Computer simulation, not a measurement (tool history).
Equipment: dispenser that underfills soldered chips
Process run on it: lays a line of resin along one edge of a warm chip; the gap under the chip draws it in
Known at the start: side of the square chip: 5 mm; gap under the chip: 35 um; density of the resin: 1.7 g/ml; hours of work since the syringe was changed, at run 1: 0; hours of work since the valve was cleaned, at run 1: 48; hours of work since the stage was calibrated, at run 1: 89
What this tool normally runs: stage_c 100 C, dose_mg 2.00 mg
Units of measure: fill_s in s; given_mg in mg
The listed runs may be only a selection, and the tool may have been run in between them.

run  hour  stage_c  dose_mg  hours of work since the syringe was changed  hours of work since the valve was cleaned  hours of work since the stage was calibrated  fill_s  given_mg
  1   0.0      100     2.00                                            0                                         48                                            89    38.5      1.86
  2   5.8      100     2.00                                            4                                         52                                            93    47.9      1.90
  3  12.3      100     2.00                                            8                                         56                                            97    57.8      1.98
     15.6  -- new syringe of resin
  4  23.4      100     2.12                                            5                                         62                                           103    49.3      1.99
     31.5  -- new syringe of resin
  5  32.5      100     2.12                                            1                                         67                                           108    39.1      2.04
  6  41.0      100     2.00                                            6                                         73                                           114    52.8      1.87
     46.9  -- new syringe of resin
  7  47.4      100     2.00                                            0                                         76                                           117    39.8      1.93
  8  56.3      100     2.00                                            6                                         82                                           123    51.8      1.96

Run 9 comes next. What will it give?
     63.2  -- new syringe of resin
  9  64.3      108     2.40                                            1                                         86                                           127       ?         ?

fill_s: 28.2 s
given_mg: 2.26 mg
If the tool had no hidden condition, the same run with the same run-to-run variation would have returned fill_s 27.5 s, given_mg 2.42 mg.
